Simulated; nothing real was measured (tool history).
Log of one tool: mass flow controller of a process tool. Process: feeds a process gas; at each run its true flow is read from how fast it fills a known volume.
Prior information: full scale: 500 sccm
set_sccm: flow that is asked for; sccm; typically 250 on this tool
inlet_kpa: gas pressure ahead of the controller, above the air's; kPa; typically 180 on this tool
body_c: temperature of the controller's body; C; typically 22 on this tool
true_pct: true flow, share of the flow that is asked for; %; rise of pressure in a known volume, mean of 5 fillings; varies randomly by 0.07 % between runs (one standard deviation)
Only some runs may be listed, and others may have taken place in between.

run 1 hour=0 | set_sccm=250 inlet_kpa=180 body_c=22 | true_pct=98.81
run 2 hour=265.2 | set_sccm=76 inlet_kpa=180 body_c=22 | true_pct=98.5
run 3 hour=532.9 | set_sccm=76 inlet_kpa=180 body_c=22 | true_pct=98.68
run 4 hour=758.5 | set_sccm=76 inlet_kpa=180 body_c=22 | true_pct=98.6
run 5 hour=906.1 | set_sccm=390 inlet_kpa=180 body_c=22 | true_pct=98.83
run 6 hour=1096.6 | set_sccm=250 inlet_kpa=144 body_c=22 | true_pct=98.5
run 7 hour=1261.7 | set_sccm=250 inlet_kpa=223 body_c=22 | true_pct=98.51
run 8 hour=1512.6 | set_sccm=250 inlet_kpa=223 body_c=22 | true_pct=98.38
run 9 hour=1750.5 | set_sccm=250 inlet_kpa=200 body_c=22 | true_pct=98.32
run 10 hour=1886.7 | set_sccm=250 inlet_kpa=200 body_c=22 | true_pct=98.32
run 11 hour=2004.1 | set_sccm=250 inlet_kpa=200 body_c=22 | true_pct=98.27
run 12 hour=2146.9 | set_sccm=250 inlet_kpa=200 body_c=22 | true_pct=98.1
run 13 hour=2395.8 | set_sccm=250 inlet_kpa=273 body_c=22 | true_pct=98.12
run 14 hour=2652.3 | set_sccm=250 inlet_kpa=180 body_c=22 | true_pct=98.13
run 15 hour=2839.3 | set_sccm=250 inlet_kpa=180 body_c=22 | true_pct=97.98
run 16 hour=3035.3 | set_sccm=250 inlet_kpa=180 body_c=22 | true_pct=97.94
run 17 hour=3268.4 | set_sccm=250 inlet_kpa=180 body_c=22 | true_pct=98.03
run 18 hour=3447 | set_sccm=250 inlet_kpa=180 body_c=22 | true_pct=97.91
run 19 hour=3655.5 | set_sccm=250 inlet_kpa=180 body_c=22 | true_pct=98.01
run 20 hour=3874.1 | set_sccm=250 inlet_kpa=180 body_c=28 | true_pct=97.76
run 21 hour=4002.3 | set_sccm=250 inlet_kpa=180 body_c=28 | true_pct=97.7
run 22 hour=4122.2 | set_sccm=89 inlet_kpa=180 body_c=22 | true_pct=98.72
run 23 hour=4263 | set_sccm=252 inlet_kpa=180 body_c=22 | true_pct=97.7
run 24 hour=4468.6 | set_sccm=252 inlet_kpa=180 body_c=22 | true_pct=97.67
run 25 hour=4676.4 | set_sccm=475 inlet_kpa=247 body_c=22 | true_pct=97.86
run 26 hour=4816.5 | set_sccm=475 inlet_kpa=247 body_c=22 | true_pct=97.88
run 27 hour=4938.4 | set_sccm=182 inlet_kpa=270 body_c=27 | true_pct=97.46
run 28 hour=5196.8 | set_sccm=349 inlet_kpa=270 body_c=29 | true_pct=97.3
run 29 hour=5441.5 | set_sccm=182 inlet_kpa=270 body_c=29 | true_pct=97.38
run 30 hour=5577.3 | set_sccm=74 inlet_kpa=260 body_c=29 | true_pct=99.07
run 31 hour=5757 | set_sccm=487 inlet_kpa=198 body_c=23 | true_pct=97.48
run 32 hour=5929 | set_sccm=64 inlet_kpa=234 body_c=22 | true_pct=99.93
run 33 hour=6121.7 | set_sccm=64 inlet_kpa=234 body_c=22 | true_pct=99.93
run 34 hour=6330.5 | set_sccm=64 inlet_kpa=234 body_c=22 | true_pct=99.97
run 35 hour=6511.1 | set_sccm=460 inlet_kpa=168 body_c=22 | true_pct=97.2
run 36 hour=6747.1 | set_sccm=159 inlet_kpa=184 body_c=22 | true_pct=97.4
run 37 hour=6905.8 | set_sccm=159 inlet_kpa=184 body_c=36 | true_pct=97.13
run 38 hour=7104.7 | set_sccm=59 inlet_kpa=180 body_c=22 | true_pct=100.62
run 39 hour=7232.7 | set_sccm=59 inlet_kpa=180 body_c=22 | true_pct=100.59
run 40 hour=7387.3 | set_sccm=84 inlet_kpa=180 body_c=22 | true_pct=99.05
run 41 hour=7508.1 | set_sccm=250 inlet_kpa=247 body_c=22 | true_pct=96.72
run 42 hour=7618.9 | set_sccm=250 inlet_kpa=247 body_c=22 | true_pct=96.77
run 43 hour=7751 | set_sccm=153 inlet_kpa=180 body_c=37 | true_pct=96.96
run 44 hour=7993.1 | set_sccm=349 inlet_kpa=182 body_c=37 | true_pct=96.41
run 45 hour=8172.9 | set_sccm=349 inlet_kpa=182 body_c=37 | true_pct=96.32
run 46 hour=8369.9 | set_sccm=251 inlet_kpa=180 body_c=31 | true_pct=96.35
run 47 hour=8547 | set_sccm=88 inlet_kpa=140 body_c=22 | true_pct=98.94
run 48 hour=8799.8 | set_sccm=374 inlet_kpa=248 body_c=22 | true_pct=96.43

Measured less the same run without the tool's hidden state. The same run-to-run variation is in both; the gauge's scatter may not be:
Hidden state at play: flow at rest that the sensor doesn't see, % of full scale; true flow over the shown one, %; drift of the gauge itself on true_pct, %.
run=1 true_pct=-0.47
run=2 true_pct=-0.03
run=3 true_pct=+0
run=4 true_pct=+0.03
run=5 true_pct=-0.81
run=6 true_pct=-0.75
run=7 true_pct=-0.79
run=8 true_pct=-0.84
run=9 true_pct=-0.9
run=10 true_pct=-0.93
run=11 true_pct=-0.96
run=12 true_pct=-0.99
run=13 true_pct=-1.06
run=14 true_pct=-1.12
run=15 true_pct=-1.16
run=16 true_pct=-1.2
run=17 true_pct=-1.27
run=18 true_pct=-1.32
run=19 true_pct=-1.37
run=20 true_pct=-1.43
run=21 true_pct=-1.46
run=22 true_pct=+0.07
run=23 true_pct=-1.53
run=24 true_pct=-1.58
run=25 true_pct=-2.07
run=26 true_pct=-2.13
run=27 true_pct=-1.31
run=28 true_pct=-2.07
run=29 true_pct=-1.43
run=30 true_pct=+0.76
run=31 true_pct=-2.47
run=32 true_pct=+1.42
run=33 true_pct=+1.45
run=34 true_pct=+1.5
run=35 true_pct=-2.7
run=36 true_pct=-1.45
run=37 true_pct=-1.47
run=38 true_pct=+2.09
run=39 true_pct=+2.13
run=40 true_pct=+0.41
run=41 true_pct=-2.39
run=42 true_pct=-2.42
run=43 true_pct=-1.52
run=44 true_pct=-2.93
run=45 true_pct=-2.99
run=46 true_pct=-2.6
run=47 true_pct=+0.29
run=48 true_pct=-3.24

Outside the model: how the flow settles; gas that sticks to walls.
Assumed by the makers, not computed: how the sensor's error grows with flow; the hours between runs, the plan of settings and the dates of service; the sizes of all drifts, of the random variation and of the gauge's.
